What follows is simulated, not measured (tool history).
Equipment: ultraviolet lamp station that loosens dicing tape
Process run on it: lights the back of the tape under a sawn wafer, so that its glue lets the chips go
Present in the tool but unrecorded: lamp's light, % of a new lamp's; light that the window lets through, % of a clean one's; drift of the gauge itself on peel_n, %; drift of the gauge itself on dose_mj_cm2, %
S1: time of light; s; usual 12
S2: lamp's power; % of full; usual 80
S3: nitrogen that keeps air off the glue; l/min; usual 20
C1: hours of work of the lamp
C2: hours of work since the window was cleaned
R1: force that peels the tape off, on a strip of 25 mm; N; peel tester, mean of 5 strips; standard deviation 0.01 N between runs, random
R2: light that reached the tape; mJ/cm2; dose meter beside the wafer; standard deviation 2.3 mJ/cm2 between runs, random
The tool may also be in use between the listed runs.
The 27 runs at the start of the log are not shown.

run    hour  S1  S2  S3   C1   C2     R1   R2
 28  1592.0   9  74  26  438  184  1.045  134
 29  1643.0   7  92  11  460  207  1.404  122
 30  1713.3   7  97  14  492  238  1.281  132
 31  1749.0   7  97  14  508  254  1.302  126
     1822.3  -- window cleaned of glue's vapour
 32  1824.4   8  69  22  541    1  1.421  108
 33  1886.0  12  99  13  568   28  0.549  231
 34  1942.8  14  84  13  594   54  0.581  228
 35  2007.9  14  84  13  623   83  0.616  222
 36  2074.2  16  92  26  652  112  0.288  274
 37  2113.6  12  66  37  670  130  0.852  141
 38  2161.5  12  73  26  691  151  0.825  157
 39  2214.3  12  90  12  715  175  0.789  192
 40  2291.3   7  64  19  749  209  1.950   79
 41  2362.3  10  72  13  781  241  1.407  119
 42  2430.5   8  99  23  811  271  1.072  132
     2441.1  -- lamp changed
     2469.1  -- window cleaned of glue's vapour
 43  2469.2  22  95  20   12    0  0.084  506

What if the next run were any one of these 3? Each begins from the tool's condition after run 43:
  A  2545.4  22  72  20  46  34   ?   ?
  B  2545.4  18  62  39  46  34   ?   ?
  C  2545.4  22  95   6  46  34   ?   ?

run     R1   R2
  A  0.139  386
  B  0.243  265
  C  0.164  502
Take away the tool's hidden state, keep each run's random variation, and the runs would have read:
run     R1   R2
  A  0.131  395
  B  0.229  272
  C  0.155  515
